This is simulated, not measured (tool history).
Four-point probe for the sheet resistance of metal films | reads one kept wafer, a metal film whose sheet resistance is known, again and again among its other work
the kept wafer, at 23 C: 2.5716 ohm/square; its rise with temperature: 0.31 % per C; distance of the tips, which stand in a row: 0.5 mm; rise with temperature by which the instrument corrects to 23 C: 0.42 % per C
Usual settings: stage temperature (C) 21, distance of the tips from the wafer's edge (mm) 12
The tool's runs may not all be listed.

run   hour  stage temperature (C)  distance of the tips from the wafer's edge (mm)  sheet resistance as the instrument gives it (ohm/square)
  1    0.0                     21                                               12                                                  2.568065
  2   17.9                     21                                               12                                                  2.567776
  3   34.4                     21                                               12                                                  2.567480
  4   43.7                     21                                               12                                                  2.568330
  5   51.8                     21                                               12                                                  2.568887
  6   62.1                     21                                               12                                                  2.568570
  7   75.1                     21                                               12                                                  2.567323
  8   88.0                     21                                               12                                                  2.568917
  9  106.5                     21                                                4                                                  2.587105
 10  122.3                     21                                                4                                                  2.586982
 11  137.6                     21                                               12                                                  2.567917
 12  147.1                     21                                               12                                                  2.568550
 13  164.2                     19                                               25                                                  2.571970
 14  178.4                     21                                                3                                                  2.604425
 15  194.5                     23                                                3                                                  2.597924
 16  210.4                     32                                               46                                                  2.536269
 17  224.4                     26                                               52                                                  2.551963
 18  241.8                     21                                                5                                                  2.579931
 19  251.1                     30                                               67                                                  2.540786
 20  260.9                     21                                                5                                                  2.579695
 21  268.6                     32                                                6                                                  2.544939
 22  278.4                     24                                               27                                                  2.558357

Measured less the same run without the tool's hidden state. The same run-to-run variation is in both; the gauge's scatter may not be:
The hidden state here: inner tips' distance over the nominal, %; tips' flats over new ones', %; wafer's true temperature over the reading, C; drift of the gauge itself on sheet_ohm, %.
run  sheet resistance as the instrument gives it (ohm/square)
  1                                                 -0.011706
  2                                                 -0.011674
  3                                                 -0.011643
  4                                                 -0.011629
  5                                                 -0.011615
  6                                                 -0.011599
  7                                                 -0.011572
  8                                                 -0.011558
  9                                                 -0.011601
 10                                                 -0.011569
 11                                                 -0.011458
 12                                                 -0.011445
 13                                                 -0.011452
 14                                                 -0.011538
 15                                                 -0.011455
 16                                                 -0.011034
 17                                                 -0.011157
 18                                                 -0.011313
 19                                                 -0.011001
 20                                                 -0.011276
 21                                                 -0.010952
 22                                                 -0.011107

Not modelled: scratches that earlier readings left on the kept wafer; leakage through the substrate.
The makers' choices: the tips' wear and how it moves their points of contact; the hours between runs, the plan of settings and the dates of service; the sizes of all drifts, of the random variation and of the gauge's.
